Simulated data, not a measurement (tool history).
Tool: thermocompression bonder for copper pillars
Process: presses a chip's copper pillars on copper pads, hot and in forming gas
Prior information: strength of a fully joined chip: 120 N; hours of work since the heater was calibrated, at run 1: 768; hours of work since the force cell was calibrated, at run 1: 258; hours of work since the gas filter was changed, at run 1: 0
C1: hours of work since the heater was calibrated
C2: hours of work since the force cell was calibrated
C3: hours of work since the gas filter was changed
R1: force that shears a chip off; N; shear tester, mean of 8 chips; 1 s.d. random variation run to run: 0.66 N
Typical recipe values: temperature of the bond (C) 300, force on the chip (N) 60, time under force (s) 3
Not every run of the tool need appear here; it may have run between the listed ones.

run 1 hour=0.0 | temperature_of_the_bond_(C)=300 force_on_the_chip_(N)=60 time_under_force_(s)=3 | C1=768 C2=258 C3=0 | R1=57.8
-- hour=17.6 heater calibrated with a thermocouple chip
run 2 hour=17.6 | temperature_of_the_bond_(C)=300 force_on_the_chip_(N)=60 time_under_force_(s)=3 | C1=0 C2=267 C3=9 | R1=61.5
run 3 hour=32.2 | temperature_of_the_bond_(C)=300 force_on_the_chip_(N)=60 time_under_force_(s)=3 | C1=8 C2=276 C3=17 | R1=60.9
run 4 hour=45.2 | temperature_of_the_bond_(C)=300 force_on_the_chip_(N)=60 time_under_force_(s)=3 | C1=16 C2=283 C3=25 | R1=60.5
run 5 hour=60.7 | temperature_of_the_bond_(C)=300 force_on_the_chip_(N)=60 time_under_force_(s)=3 | C1=25 C2=292 C3=34 | R1=61.5
run 6 hour=73.3 | temperature_of_the_bond_(C)=300 force_on_the_chip_(N)=60 time_under_force_(s)=3 | C1=32 C2=299 C3=41 | R1=59.2
run 7 hour=80.6 | temperature_of_the_bond_(C)=300 force_on_the_chip_(N)=60 time_under_force_(s)=3 | C1=36 C2=303 C3=45 | R1=59.7
run 8 hour=89.7 | temperature_of_the_bond_(C)=300 force_on_the_chip_(N)=60 time_under_force_(s)=3 | C1=41 C2=309 C3=50 | R1=59.5
run 9 hour=104.1 | temperature_of_the_bond_(C)=300 force_on_the_chip_(N)=60 time_under_force_(s)=3 | C1=49 C2=317 C3=58 | R1=59.1
run 10 hour=117.9 | temperature_of_the_bond_(C)=300 force_on_the_chip_(N)=70 time_under_force_(s)=3 | C1=57 C2=325 C3=66 | R1=65.5
run 11 hour=126.7 | temperature_of_the_bond_(C)=300 force_on_the_chip_(N)=70 time_under_force_(s)=3 | C1=62 C2=330 C3=71 | R1=65.4
run 12 hour=137.3 | temperature_of_the_bond_(C)=300 force_on_the_chip_(N)=70 time_under_force_(s)=3 | C1=68 C2=336 C3=77 | R1=64.3
run 13 hour=148.8 | temperature_of_the_bond_(C)=272 force_on_the_chip_(N)=81 time_under_force_(s)=3 | C1=75 C2=342 C3=84 | R1=56.9
run 14 hour=161.7 | temperature_of_the_bond_(C)=272 force_on_the_chip_(N)=81 time_under_force_(s)=3 | C1=82 C2=350 C3=91 | R1=55.8
run 15 hour=171.1 | temperature_of_the_bond_(C)=300 force_on_the_chip_(N)=58 time_under_force_(s)=2 | C1=88 C2=355 C3=97 | R1=50.4
run 16 hour=186.7 | temperature_of_the_bond_(C)=300 force_on_the_chip_(N)=58 time_under_force_(s)=2 | C1=97 C2=364 C3=106 | R1=49.3
run 17 hour=202.5 | temperature_of_the_bond_(C)=300 force_on_the_chip_(N)=58 time_under_force_(s)=2 | C1=106 C2=373 C3=115 | R1=49.0
run 18 hour=216.4 | temperature_of_the_bond_(C)=300 force_on_the_chip_(N)=70 time_under_force_(s)=4 | C1=114 C2=381 C3=123 | R1=70.5
run 19 hour=225.0 | temperature_of_the_bond_(C)=300 force_on_the_chip_(N)=60 time_under_force_(s)=5 | C1=119 C2=386 C3=128 | R1=69.4
run 20 hour=233.9 | temperature_of_the_bond_(C)=300 force_on_the_chip_(N)=60 time_under_force_(s)=5 | C1=124 C2=391 C3=133 | R1=68.4
run 21 hour=248.1 | temperature_of_the_bond_(C)=300 force_on_the_chip_(N)=60 time_under_force_(s)=5 | C1=132 C2=399 C3=141 | R1=68.7

Each row is a separate what-if for the run after 21, all from the same tool condition, not one after another. Results?
run A hour=260.6 | temperature_of_the_bond_(C)=300 force_on_the_chip_(N)=60 time_under_force_(s)=2 | C1=139 C2=406 C3=148 | R1=?
run B hour=260.6 | temperature_of_the_bond_(C)=323 force_on_the_chip_(N)=81 time_under_force_(s)=5 | C1=139 C2=406 C3=148 | R1=?
run C hour=260.6 | temperature_of_the_bond_(C)=296 force_on_the_chip_(N)=60 time_under_force_(s)=3 | C1=139 C2=406 C3=148 | R1=?
run D hour=260.6 | temperature_of_the_bond_(C)=300 force_on_the_chip_(N)=60 time_under_force_(s)=9 | C1=139 C2=406 C3=148 | R1=?
run E hour=260.6 | temperature_of_the_bond_(C)=305 force_on_the_chip_(N)=60 time_under_force_(s)=2 | C1=139 C2=406 C3=148 | R1=?

run=A R1=50.2
run=B R1=91.1
run=C R1=56.2
run=D R1=80.0
run=E R1=53.2
With no hidden state in the tool, these same runs would have given:
run=A R1=53.5
run=B R1=95.6
run=C R1=59.8
run=D R1=84.4
run=E R1=56.6

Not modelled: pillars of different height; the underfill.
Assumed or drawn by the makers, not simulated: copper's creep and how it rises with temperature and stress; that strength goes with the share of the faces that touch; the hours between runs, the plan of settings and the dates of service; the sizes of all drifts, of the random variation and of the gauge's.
